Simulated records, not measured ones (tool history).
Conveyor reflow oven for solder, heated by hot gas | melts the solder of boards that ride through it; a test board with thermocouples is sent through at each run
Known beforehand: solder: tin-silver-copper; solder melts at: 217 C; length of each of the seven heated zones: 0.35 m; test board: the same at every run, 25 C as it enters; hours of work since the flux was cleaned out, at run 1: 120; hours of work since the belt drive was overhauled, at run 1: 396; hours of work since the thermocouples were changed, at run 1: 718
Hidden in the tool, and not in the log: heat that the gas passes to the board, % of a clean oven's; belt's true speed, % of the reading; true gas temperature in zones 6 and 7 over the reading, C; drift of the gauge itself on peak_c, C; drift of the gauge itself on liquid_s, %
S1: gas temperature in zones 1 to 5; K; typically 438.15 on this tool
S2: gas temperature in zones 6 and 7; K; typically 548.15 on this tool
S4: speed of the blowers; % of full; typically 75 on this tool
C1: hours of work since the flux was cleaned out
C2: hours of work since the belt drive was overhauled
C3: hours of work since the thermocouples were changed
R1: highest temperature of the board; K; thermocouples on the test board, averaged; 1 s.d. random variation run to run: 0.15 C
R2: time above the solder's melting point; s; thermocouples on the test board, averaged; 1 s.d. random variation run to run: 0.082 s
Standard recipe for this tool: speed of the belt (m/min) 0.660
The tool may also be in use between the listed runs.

{"run": 1, "hour": 0.0, "S1": 438.15, "S2": 548.15, "speed of the belt (m/min)": 0.66, "S4": 75, "C1": 120, "C2": 396, "C3": 718, "R1": 528.35, "R2": 46.92}
{"run": 2, "hour": 28.3, "S1": 438.15, "S2": 548.15, "speed of the belt (m/min)": 0.66, "S4": 75, "C1": 138, "C2": 414, "C3": 736, "R1": 528.35, "R2": 46.95}
{"run": 3, "hour": 82.8, "S1": 438.15, "S2": 548.15, "speed of the belt (m/min)": 0.66, "S4": 75, "C1": 173, "C2": 449, "C3": 771, "R1": 527.75, "R2": 46.78}
{"run": 4, "hour": 132.3, "S1": 438.15, "S2": 539.15, "speed of the belt (m/min)": 0.66, "S4": 75, "C1": 205, "C2": 481, "C3": 803, "R1": 519.65, "R2": 41.59}
{"run": 5, "hour": 167.0, "S1": 438.15, "S2": 548.15, "speed of the belt (m/min)": 0.66, "S4": 75, "C1": 228, "C2": 503, "C3": 825, "R1": 527.55, "R2": 46.66}
{"run": 6, "hour": 224.3, "S1": 438.15, "S2": 548.15, "speed of the belt (m/min)": 0.66, "S4": 75, "C1": 265, "C2": 540, "C3": 862, "R1": 527.05, "R2": 46.35}
{"run": 7, "hour": 255.3, "S1": 438.15, "S2": 548.15, "speed of the belt (m/min)": 0.66, "S4": 75, "C1": 285, "C2": 560, "C3": 882, "R1": 527.15, "R2": 46.13}
{"hour": 292.0, "done": "flux residue cleaned out of gas plates and filters"}
{"run": 8, "hour": 302.3, "S1": 438.15, "S2": 548.15, "speed of the belt (m/min)": 0.66, "S4": 75, "C1": 7, "C2": 587, "C3": 909, "R1": 526.35, "R2": 45.7}
{"run": 9, "hour": 339.8, "S1": 438.15, "S2": 548.15, "speed of the belt (m/min)": 0.66, "S4": 53, "C1": 31, "C2": 611, "C3": 933, "R1": 521.05, "R2": 41.32}
{"run": 10, "hour": 366.0, "S1": 438.15, "S2": 548.15, "speed of the belt (m/min)": 0.66, "S4": 75, "C1": 48, "C2": 628, "C3": 950, "R1": 526.15, "R2": 45.32}
{"run": 11, "hour": 423.1, "S1": 426.15, "S2": 555.15, "speed of the belt (m/min)": 0.545, "S4": 63, "C1": 84, "C2": 665, "C3": 987, "R1": 534.75, "R2": 58.57}
{"hour": 462.5, "done": "flux residue cleaned out of gas plates and filters, once more"}
{"run": 12, "hour": 487.2, "S1": 424.15, "S2": 555.15, "speed of the belt (m/min)": 0.545, "S4": 54, "C1": 16, "C2": 703, "C3": 1025, "R1": 535.25, "R2": 58.42}
{"run": 13, "hour": 519.7, "S1": 452.15, "S2": 555.15, "speed of the belt (m/min)": 0.545, "S4": 72, "C1": 37, "C2": 724, "C3": 1046, "R1": 542.05, "R2": 70.57}
{"run": 14, "hour": 556.5, "S1": 438.15, "S2": 558.15, "speed of the belt (m/min)": 0.626, "S4": 75, "C1": 60, "C2": 748, "C3": 1070, "R1": 539.35, "R2": 55.99}
{"run": 15, "hour": 582.5, "S1": 438.15, "S2": 558.15, "speed of the belt (m/min)": 0.626, "S4": 75, "C1": 77, "C2": 764, "C3": 1086, "R1": 538.95, "R2": 55.91}
{"run": 16, "hour": 628.2, "S1": 437.15, "S2": 539.15, "speed of the belt (m/min)": 0.626, "S4": 75, "C1": 107, "C2": 794, "C3": 1116, "R1": 521.55, "R2": 46.11}
{"run": 17, "hour": 676.9, "S1": 438.15, "S2": 548.15, "speed of the belt (m/min)": 0.66, "S4": 61, "C1": 138, "C2": 825, "C3": 1147, "R1": 524.65, "R2": 44.65}
{"run": 18, "hour": 706.3, "S1": 438.15, "S2": 558.15, "speed of the belt (m/min)": 0.66, "S4": 79, "C1": 157, "C2": 844, "C3": 1166, "R1": 536.85, "R2": 52.29}
{"run": 19, "hour": 738.5, "S1": 438.15, "S2": 558.15, "speed of the belt (m/min)": 0.66, "S4": 79, "C1": 178, "C2": 865, "C3": 1187, "R1": 537.05, "R2": 51.97}

For some of the steps in R1 from one run to the next: how much would appear even if the tool had no hidden state, given the settings, what came in and random variation, and how much remains for the hidden state plus any gauge scatter that the measured result and the result without hidden state don't share?
Run 11 -> 12: S1 426.15 -> 424.15, S4 63 -> 54, flux residue cleaned out of gas plates and filters, once more. R1 +0.50 K: hidden state +2.70, all else -2.20.
Run 15 -> 16: S1 438.15 -> 437.15, S2 558.15 -> 539.15. R1 -17.40 K: hidden state -0.10, all else -17.30.
